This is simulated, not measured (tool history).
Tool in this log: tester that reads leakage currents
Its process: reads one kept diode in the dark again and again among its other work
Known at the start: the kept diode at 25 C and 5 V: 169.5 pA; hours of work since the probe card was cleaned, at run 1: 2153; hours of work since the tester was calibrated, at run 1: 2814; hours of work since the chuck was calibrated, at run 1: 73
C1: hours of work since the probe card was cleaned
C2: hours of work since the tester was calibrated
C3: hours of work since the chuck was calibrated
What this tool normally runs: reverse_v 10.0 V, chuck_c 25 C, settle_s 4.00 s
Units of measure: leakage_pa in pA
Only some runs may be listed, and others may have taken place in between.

Run 1, hour 0.0: usual settings; C1 2153; C2 2814; C3 73. Result: leakage_pa 242.84 pA.
At hour 61.5: tester calibrated.
Run 2, hour 108.5: usual settings but chuck_c 51 C; C1 2216; C2 28; C3 136. Result: leakage_pa 1385.80 pA.
Run 3, hour 180.5: usual settings but chuck_c 51 C; C1 2258; C2 70; C3 178. Result: leakage_pa 1379.93 pA.
Run 4, hour 274.8: usual settings but chuck_c 51 C; C1 2314; C2 125; C3 233. Result: leakage_pa 1389.00 pA.
Run 5, hour 354.2: usual settings but chuck_c 51 C; C1 2360; C2 172; C3 280. Result: leakage_pa 1373.87 pA.
Run 6, hour 419.8: usual settings but chuck_c 51 C; C1 2399; C2 211; C3 319. Result: leakage_pa 1386.80 pA.
Run 7, hour 558.4: usual settings but chuck_c 51 C, settle_s 1.97 s; C1 2480; C2 292; C3 400. Result: leakage_pa 1384.36 pA.
Run 8, hour 695.2: usual settings but chuck_c 51 C, settle_s 1.97 s; C1 2561; C2 373; C3 481. Result: leakage_pa 1378.75 pA.
Run 9, hour 752.7: usual settings but chuck_c 51 C, settle_s 1.97 s; C1 2595; C2 406; C3 514. Result: leakage_pa 1379.74 pA.
Run 10, hour 880.7: usual settings but reverse_v 10.6 V, chuck_c 31 C, settle_s 1.73 s; C1 2670; C2 482; C3 590. Result: leakage_pa 385.78 pA.
Run 11, hour 968.0: usual settings but reverse_v 10.6 V, chuck_c 31 C, settle_s 1.73 s; C1 2721; C2 533; C3 641. Result: leakage_pa 384.90 pA.
Run 12, hour 1090.7: usual settings but reverse_v 10.6 V, chuck_c 31 C, settle_s 1.73 s; C1 2793; C2 605; C3 713. Result: leakage_pa 384.49 pA.
Run 13, hour 1196.6: usual settings but reverse_v 1.1 V, settle_s 0.81 s; C1 2856; C2 667; C3 775. Result: leakage_pa 77.26 pA.
Run 14, hour 1254.0: usual settings but reverse_v 7.6 V, settle_s 0.81 s; C1 2890; C2 701; C3 809. Result: leakage_pa 211.60 pA.
Run 15, hour 1329.1: usual settings but reverse_v 4.7 V, chuck_c 60 C, settle_s 0.81 s; C1 2934; C2 745; C3 853. Result: leakage_pa 1590.50 pA.

Predict each of these 3 candidate next runs independently; none follows another, all start after run 15:
Run A, hour 1394.0: usual settings but reverse_v 4.7 V, chuck_c 60 C, settle_s 0.55 s; C1 2972; C2 784; C3 892. Result: leakage_pa ?.
Run B, hour 1394.0: usual settings but reverse_v 12.8 V, settle_s 7.54 s; C1 2972; C2 784; C3 892. Result: leakage_pa ?.
Run C, hour 1394.0: usual settings but reverse_v 4.4 V, chuck_c 60 C, settle_s 0.81 s; C1 2972; C2 784; C3 892. Result: leakage_pa ?.

run  leakage_pa
  A     1598.80
  B      276.47
  C     1540.84
With the hidden condition removed and each run's random variation left untouched, the same runs would have given:
run  leakage_pa
  A     1599.96
  B      276.45
  C     1541.96
